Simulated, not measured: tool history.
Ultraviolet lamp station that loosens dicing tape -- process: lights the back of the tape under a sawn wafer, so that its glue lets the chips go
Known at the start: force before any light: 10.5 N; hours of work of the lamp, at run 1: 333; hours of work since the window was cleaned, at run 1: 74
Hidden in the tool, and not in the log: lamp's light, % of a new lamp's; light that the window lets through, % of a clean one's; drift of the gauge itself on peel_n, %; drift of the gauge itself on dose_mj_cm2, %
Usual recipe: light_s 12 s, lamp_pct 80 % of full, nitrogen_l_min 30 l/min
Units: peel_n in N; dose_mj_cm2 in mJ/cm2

run   hour  light_s  lamp_pct  nitrogen_l_min  hours of work of the lamp  hours of work since the window was cleaned  peel_n  dose_mj_cm2
  1      0       12        80              30                        333                                          74   0.422          342
  2   10.6       12        80              30                        338                                          79   0.425          337
  3   22.8       12        80              30                        343                                          85   0.437          337
  4   34.5       12        80              29                        349                                          90   0.452          339
  5   43.9       12        80              30                        353                                          94   0.424          337
  6   60.2       12        80              30                        360                                         101   0.425          334
  7   81.8       12        80              30                        370                                         111   0.479          333
  8     93       12        80              30                        375                                         116   0.447          332
  9  106.5       12        80               9                        381                                         122   0.978          329
 10    123       12        80               9                        388                                         129   1.028          326
 11  141.1       12        80               9                        396                                         137   1.058          325
 12  151.3       11        80              30                        401                                         142   0.579          294
 13  166.8       12        80              36                        407                                         149   0.445          317
 14  187.5       12        80              12                        417                                         158    0.89          322
 15  209.1       12        80              30                        426                                         168   0.506          317
 16  229.4       12        80              30                        435                                         177   0.515          311
     230.8  -- window cleaned of glue's vapour
 17  250.1       14        72              12                        444                                           9   0.906          316
 18  269.6       22        69              46                        453                                          17     0.2          473
 19  284.2       18        99              30                        460                                          24   0.196          548
 20  300.4       12        92              31                        467                                          31   0.442          340
 21  310.4       12        80              11                        471                                          35   1.115          295
     315.7  -- window cleaned of glue's vapour, once more
 22    327       17        64              17                        478                                           5   0.518          370
 23  346.8       24        64              17                        487                                          14   0.245          521
 24  357.4        9        80              30                        492                                          19   0.954          242
 25  378.9        9        80              30                        501                                          28   0.955          242
 26  398.9        7        80              30                        510                                          37   1.544          182
 27  413.9       12        80              42                        517                                          44    0.43          316
 28  428.9       12        80              42                        524                                          50   0.446          311
 29  442.5       12        80              42                        530                                          56   0.444          315

What if the next run were any one of these 3? Each begins from the tool's condition after run 29:
  A  451.6       11        65              30                        534                                          60       ?            ?
  B  451.6       10        73              10                        534                                          60       ?            ?
  C  451.6       12        80              26                        534                                          60       ?            ?

run  peel_n  dose_mj_cm2
  A   1.015          227
  B    1.72          233
  C   0.585          315
Without the tool's unlogged condition, the same runs would have read:
run  peel_n  dose_mj_cm2
  A   0.555          299
  B   1.032          306
  C   0.315          411
